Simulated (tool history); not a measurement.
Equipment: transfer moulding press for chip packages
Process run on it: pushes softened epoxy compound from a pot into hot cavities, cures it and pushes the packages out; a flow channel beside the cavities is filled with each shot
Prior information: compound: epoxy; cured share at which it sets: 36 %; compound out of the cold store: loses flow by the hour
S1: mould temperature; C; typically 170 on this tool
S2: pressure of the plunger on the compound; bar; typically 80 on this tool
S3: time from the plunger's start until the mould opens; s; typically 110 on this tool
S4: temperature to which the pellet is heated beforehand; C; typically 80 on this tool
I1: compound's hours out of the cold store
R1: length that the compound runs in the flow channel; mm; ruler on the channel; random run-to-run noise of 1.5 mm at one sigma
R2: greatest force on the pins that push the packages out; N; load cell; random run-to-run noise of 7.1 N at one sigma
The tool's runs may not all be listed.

{"run": 1, "hour": 0.0, "S1": 170, "S2": 80, "S3": 110, "S4": 80, "I1": 8.4, "R1": 797, "R2": 295}
{"hour": 10.2, "done": "cavities cleaned with cleaning compound and waxed"}
{"run": 2, "hour": 25.1, "S1": 170, "S2": 80, "S3": 110, "S4": 80, "I1": 47.9, "R1": 683, "R2": 303}
{"run": 3, "hour": 36.0, "S1": 170, "S2": 80, "S3": 110, "S4": 80, "I1": 34.8, "R1": 721, "R2": 300}
{"run": 4, "hour": 49.3, "S1": 170, "S2": 80, "S3": 110, "S4": 80, "I1": 9, "R1": 795, "R2": 319}
{"run": 5, "hour": 65.8, "S1": 170, "S2": 80, "S3": 110, "S4": 88, "I1": 27, "R1": 737, "R2": 296}
{"run": 6, "hour": 86.8, "S1": 170, "S2": 80, "S3": 110, "S4": 88, "I1": 29.9, "R1": 732, "R2": 288}
{"hour": 109.4, "done": "cavities cleaned with cleaning compound and waxed"}
{"run": 7, "hour": 112.5, "S1": 170, "S2": 80, "S3": 110, "S4": 88, "I1": 47.7, "R1": 682, "R2": 285}
{"run": 8, "hour": 130.7, "S1": 170, "S2": 80, "S3": 110, "S4": 88, "I1": 24.2, "R1": 745, "R2": 290}
{"run": 9, "hour": 148.0, "S1": 170, "S2": 80, "S3": 110, "S4": 88, "I1": 29.1, "R1": 730, "R2": 304}
{"run": 10, "hour": 164.1, "S1": 170, "S2": 80, "S3": 110, "S4": 80, "I1": 32.6, "R1": 723, "R2": 301}
{"run": 11, "hour": 175.0, "S1": 164, "S2": 80, "S3": 110, "S4": 80, "I1": 28.8, "R1": 758, "R2": 408}
{"hour": 179.9, "done": "plunger's sealing rings changed"}
{"run": 12, "hour": 197.2, "S1": 170, "S2": 80, "S3": 110, "S4": 80, "I1": 28.8, "R1": 735, "R2": 300}
{"hour": 210.1, "done": "cavities cleaned with cleaning compound and waxed"}
{"run": 13, "hour": 219.3, "S1": 170, "S2": 80, "S3": 116, "S4": 80, "I1": 41.1, "R1": 702, "R2": 267}
{"run": 14, "hour": 244.2, "S1": 170, "S2": 80, "S3": 110, "S4": 81, "I1": 18.7, "R1": 763, "R2": 300}
{"run": 15, "hour": 265.1, "S1": 176, "S2": 78.8, "S3": 110, "S4": 80, "I1": 16, "R1": 746, "R2": 270}
{"run": 16, "hour": 286.8, "S1": 170, "S2": 80, "S3": 110, "S4": 79, "I1": 27.2, "R1": 740, "R2": 298}
{"run": 17, "hour": 300.5, "S1": 170, "S2": 80, "S3": 110, "S4": 79, "I1": 46.2, "R1": 686, "R2": 288}
{"hour": 308.5, "done": "cavities cleaned with cleaning compound and waxed"}
{"run": 18, "hour": 315.5, "S1": 176, "S2": 80, "S3": 110, "S4": 83, "I1": 21.7, "R1": 734, "R2": 271}
{"run": 19, "hour": 325.5, "S1": 167, "S2": 88.8, "S3": 110, "S4": 83, "I1": 21.1, "R1": 807, "R2": 341}
{"run": 20, "hour": 348.8, "S1": 164, "S2": 80, "S3": 110, "S4": 80, "I1": 38.8, "R1": 727, "R2": 379}
{"run": 21, "hour": 373.1, "S1": 163, "S2": 78.8, "S3": 110, "S4": 80, "I1": 8.3, "R1": 821, "R2": 438}
{"run": 22, "hour": 384.6, "S1": 165, "S2": 74.1, "S3": 110, "S4": 74, "I1": 41.5, "R1": 690, "R2": 362}
{"hour": 407.1, "done": "cavities cleaned with cleaning compound and waxed"}
{"run": 23, "hour": 411.2, "S1": 165, "S2": 74.1, "S3": 110, "S4": 74, "I1": 43.1, "R1": 684, "R2": 363}
{"run": 24, "hour": 424.0, "S1": 165, "S2": 74.1, "S3": 110, "S4": 74, "I1": 9.6, "R1": 786, "R2": 401}
{"run": 25, "hour": 446.5, "S1": 163, "S2": 71.1, "S3": 119, "S4": 81, "I1": 38, "R1": 692, "R2": 361}
{"run": 26, "hour": 471.0, "S1": 170, "S2": 64.5, "S3": 110, "S4": 80, "I1": 12.4, "R1": 705, "R2": 300}
{"run": 27, "hour": 481.3, "S1": 170, "S2": 64.5, "S3": 110, "S4": 80, "I1": 11.3, "R1": 708, "R2": 300}
{"run": 28, "hour": 492.9, "S1": 166, "S2": 64.5, "S3": 110, "S4": 80, "I1": 32.8, "R1": 663, "R2": 339}

Here are 3 independent what-if runs from the current tool condition. What would each one return?
{"hour": 506.6, "done": "cavities cleaned with cleaning compound and waxed"}
{"run": "A", "hour": 515.5, "S1": 170, "S2": 67.9, "S3": 129, "S4": 80, "I1": 12, "R1": "?", "R2": "?"}
{"hour": 506.6, "done": "cavities cleaned with cleaning compound and waxed"}
{"run": "B", "hour": 515.5, "S1": 170, "S2": 90.8, "S3": 110, "S4": 85, "I1": 30.2, "R1": "?", "R2": "?"}
{"hour": 506.6, "done": "cavities cleaned with cleaning compound and waxed"}
{"run": "C", "hour": 515.5, "S1": 170, "S2": 63.8, "S3": 132, "S4": 80, "I1": 41.2, "R1": "?", "R2": "?"}

run=A R1=723 R2=275
run=B R1=779 R2=300
run=C R1=626 R2=272
Without the tool's hidden state the same runs would have given:
run=A R1=724 R2=274
run=B R1=779 R2=299
run=C R1=626 R2=271
